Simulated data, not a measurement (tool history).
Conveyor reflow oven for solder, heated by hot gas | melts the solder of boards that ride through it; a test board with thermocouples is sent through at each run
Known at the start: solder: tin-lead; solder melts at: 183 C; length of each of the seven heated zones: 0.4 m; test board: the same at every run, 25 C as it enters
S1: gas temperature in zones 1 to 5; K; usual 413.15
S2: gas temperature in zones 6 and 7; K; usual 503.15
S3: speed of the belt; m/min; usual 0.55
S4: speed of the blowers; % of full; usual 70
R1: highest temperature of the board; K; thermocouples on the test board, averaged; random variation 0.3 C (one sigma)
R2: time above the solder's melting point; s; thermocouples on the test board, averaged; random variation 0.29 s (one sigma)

run	hour	S1	S2	S3	S4	R1	R2
1	0	413.15	503.15	0.55	70	489.45	66.3
2	13.5	398.15	503.15	0.55	70	487.65	59
3	28.4	398.15	503.15	0.55	62	485.75	56.5
4	40.4	398.15	503.15	0.55	62	486.15	56.6
5	50.2	398.15	499.15	0.55	62	482.25	53.1
6	63.5	398.15	499.15	0.55	62	482.05	52.8
7	78.1	398.15	499.15	0.55	62	481.55	52.6
8	87.8	413.15	503.15	0.477	70	492.75	81.5
9	105.3	416.15	503.15	0.55	56	487.55	65.1
10	113.6	403.15	512.15	0.487	80	501.55	81.7
11	124.8	401.15	506.15	0.55	70	490.65	62.3
12	133.8	413.15	503.15	0.59	70	487.25	59.8
13	150.6	413.15	503.15	0.59	70	487.15	59.7

Forecast each of these 4 alternatives for the next run:
A	167.6	413.15	508.15	0.541	70	?	?
B	167.6	413.15	502.15	0.59	70	?	?
C	167.6	400.15	492.15	0.59	70	?	?
D	167.6	413.15	503.15	0.55	60	?	?

run	R1	R2
A	493.95	71.5
B	486.65	59.2
C	475.55	42.4
D	487.25	64
Without the tool's hidden state the same runs would have given:
run	R1	R2
A	494.75	71.8
B	487.45	59.7
C	476.35	43.4
D	487.95	64.5

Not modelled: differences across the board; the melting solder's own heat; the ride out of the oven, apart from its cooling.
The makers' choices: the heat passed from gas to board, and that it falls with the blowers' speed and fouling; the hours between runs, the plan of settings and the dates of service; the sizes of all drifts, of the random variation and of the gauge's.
